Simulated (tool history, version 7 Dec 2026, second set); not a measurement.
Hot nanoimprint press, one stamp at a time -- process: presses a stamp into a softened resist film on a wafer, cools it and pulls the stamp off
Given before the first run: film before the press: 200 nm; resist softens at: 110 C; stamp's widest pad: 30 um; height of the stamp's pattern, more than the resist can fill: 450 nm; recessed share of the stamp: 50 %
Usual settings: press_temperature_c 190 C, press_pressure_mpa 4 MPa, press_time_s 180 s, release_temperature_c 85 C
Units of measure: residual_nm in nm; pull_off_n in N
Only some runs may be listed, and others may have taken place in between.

Run 1, hour 0: usual settings. Result: residual_nm 84 nm, pull_off_n 144 N.
Run 2, hour 19.9: usual settings but press_temperature_c 181 C. Result: residual_nm 120.9 nm, pull_off_n 148 N.
Run 3, hour 49: usual settings. Result: residual_nm 83.7 nm, pull_off_n 154 N.
Run 4, hour 75.5: usual settings but press_pressure_mpa 4.29 MPa. Result: residual_nm 79.3 nm, pull_off_n 154 N.
Run 5, hour 92.9: usual settings but press_time_s 185 s. Result: residual_nm 82.2 nm, pull_off_n 156 N.
Run 6, hour 111.4: usual settings but press_pressure_mpa 4.87 MPa, press_time_s 185 s. Result: residual_nm 73.2 nm, pull_off_n 158 N.
Run 7, hour 139: usual settings but press_temperature_c 189 C. Result: residual_nm 86.2 nm, pull_off_n 158 N.
Run 8, hour 166: usual settings but press_temperature_c 189 C. Result: residual_nm 86.7 nm, pull_off_n 163 N.
Run 9, hour 188.3: usual settings but press_temperature_c 189 C. Result: residual_nm 86.3 nm, pull_off_n 170 N.
Run 10, hour 213.7: usual settings but release_temperature_c 74 C. Result: residual_nm 81.8 nm, pull_off_n 232 N.
Run 11, hour 234.3: usual settings but press_temperature_c 185 C. Result: residual_nm 102 nm, pull_off_n 173 N.
At hour 248.3: press's hydraulic seals changed and the load cell set to zero.
Run 12, hour 275.8: usual settings but press_temperature_c 185 C. Result: residual_nm 100.9 nm, pull_off_n 183 N.
Run 13, hour 304.1: usual settings. Result: residual_nm 80.9 nm, pull_off_n 191 N.
Run 14, hour 324.6: usual settings. Result: residual_nm 80.9 nm, pull_off_n 188 N.
At hour 332.7: stamp cleaned and given a new release coat.
Run 15, hour 360.1: usual settings but press_temperature_c 184 C. Result: residual_nm 104.7 nm, pull_off_n 115 N.
Run 16, hour 389.8: usual settings but press_pressure_mpa 5.97 MPa. Result: residual_nm 63.8 nm, pull_off_n 114 N.
Run 17, hour 417.3: usual settings but press_temperature_c 192 C, press_pressure_mpa 2.68 MPa, press_time_s 317 s, release_temperature_c 92 C. Result: residual_nm 78.4 nm, pull_off_n 98 N.
Run 18, hour 446: usual settings but press_temperature_c 192 C, press_pressure_mpa 2.68 MPa, press_time_s 317 s, release_temperature_c 76 C. Result: residual_nm 77.6 nm, pull_off_n 157 N.
Run 19, hour 477.7: usual settings but press_pressure_mpa 3.4 MPa, press_time_s 160 s. Result: residual_nm 91.7 nm, pull_off_n 133 N.
At hour 485.7: plate thermocouple calibrated.
Run 20, hour 509.6: usual settings but press_pressure_mpa 6.22 MPa, press_time_s 200 s. Result: residual_nm 62.8 nm, pull_off_n 144 N.
Run 21, hour 530.3: usual settings but press_pressure_mpa 6.22 MPa, press_time_s 200 s. Result: residual_nm 62.6 nm, pull_off_n 144 N.
Run 22, hour 559.9: usual settings but press_temperature_c 184 C, press_time_s 102 s. Result: residual_nm 126.4 nm, pull_off_n 151 N.
Run 23, hour 589.6: usual settings but press_temperature_c 184 C, press_pressure_mpa 2.96 MPa, press_time_s 102 s, release_temperature_c 86 C. Result: residual_nm 143 nm, pull_off_n 142 N.
Run 24, hour 621.8: usual settings but press_temperature_c 184 C, press_pressure_mpa 2.96 MPa, press_time_s 102 s, release_temperature_c 86 C. Result: residual_nm 143.4 nm, pull_off_n 146 N.
Run 25, hour 642.5: usual settings but press_temperature_c 184 C, press_pressure_mpa 2.96 MPa, press_time_s 102 s, release_temperature_c 86 C. Result: residual_nm 142.5 nm, pull_off_n 157 N.
Run 26, hour 672.3: usual settings but press_temperature_c 184 C, press_pressure_mpa 2.96 MPa, press_time_s 102 s, release_temperature_c 86 C. Result: residual_nm 141.7 nm, pull_off_n 158 N.
Run 27, hour 692.5: usual settings but press_temperature_c 180 C, press_pressure_mpa 5.05 MPa. Result: residual_nm 112.7 nm, pull_off_n 173 N.
Run 28, hour 717.8: usual settings but press_temperature_c 193 C, press_pressure_mpa 3.04 MPa, press_time_s 326 s, release_temperature_c 89 C. Result: residual_nm 70.2 nm, pull_off_n 149 N.
Run 29, hour 733.9: usual settings but press_time_s 273 s, release_temperature_c 78 C. Result: residual_nm 71.7 nm, pull_off_n 210 N.
Run 30, hour 751: usual settings but press_temperature_c 194 C, press_pressure_mpa 2.41 MPa, press_time_s 91 s. Result: residual_nm 114.9 nm, pull_off_n 172 N.
Run 31, hour 786.4: usual settings but press_temperature_c 194 C, press_pressure_mpa 2.41 MPa, press_time_s 91 s. Result: residual_nm 114.6 nm, pull_off_n 185 N.

Table of differences, measured result less the result of that run with no hidden state. Run-to-run variation is the same in both. Gauge scatter possibly is not:
Hidden state at play: true temperature over the reading, C; pressure that arrives at the usual setting, %; grip of the stamp's worn release coat, % over a new coat's; drift of the gauge itself on residual_nm, %; drift of the gauge itself on pull_off_n, %.
run  residual_nm  pull_off_n
  1         -0.1         +26
  2         -0.4         +30
  3         -0.3         +35
  4         -0.4         +38
  5         -0.5         +40
  6         -0.4         +43
  7         -0.7         +47
  8         -0.9         +50
  9           -1         +56
 10           -1         +80
 11         -1.4         +61
 12         -2.7         +68
 13         -2.3         +74
 14         -2.4         +76
 15         -3.2          +2
 16         -2.1          +5
 17         -2.7          +7
 18         -2.8         +17
 19         -3.3         +18
 20         +0.2         +27
 21         +0.2         +30
 22         -0.1         +34
 23         -0.3         +35
 24         -0.5         +41
 25         -0.6         +46
 26         -0.8         +49
 27         -0.9         +57
 28         -0.7         +51
 29         -0.8         +74
 30         -1.1         +62
 31         -1.3         +71
